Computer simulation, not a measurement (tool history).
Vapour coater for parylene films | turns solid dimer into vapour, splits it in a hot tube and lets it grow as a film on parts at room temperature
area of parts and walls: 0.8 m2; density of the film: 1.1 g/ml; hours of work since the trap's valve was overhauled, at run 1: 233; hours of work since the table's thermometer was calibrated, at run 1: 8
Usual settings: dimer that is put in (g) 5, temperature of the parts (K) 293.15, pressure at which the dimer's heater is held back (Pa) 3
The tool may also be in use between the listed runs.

run   hour  dimer that is put in (g)  temperature of the parts (K)  pressure at which the dimer's heater is held back (Pa)  hours of work since the trap's valve was overhauled  hours of work since the table's thermometer was calibrated  thickness of the film (µm)
  1      0                         5                        293.15                                                       3                                                  233                                                           8                        3.84
  2   71.2                         5                        293.15                                                       3                                                  285                                                          60                        3.79
  3  134.1                         5                        293.15                                                       3                                                  330                                                         105                        3.72
  4  196.4                         5                        293.15                                                       3                                                  375                                                         150                        3.67
  5  264.8                         5                        293.15                                                       3                                                  425                                                         200                        3.63
     293.5  -- trap's valve overhauled
  6  307.7                         5                        293.15                                                       3                                                   10                                                         228                        4.03

Run 7 comes next. What will it give?
  7  350.8                         7                        291.15                                                       3                                                   42                                                         259                           ?

Run 7 gave thickness of the film (µm) 5.94.
Without the tool's hidden state the same run would have given thickness of the film (µm) 6.06.
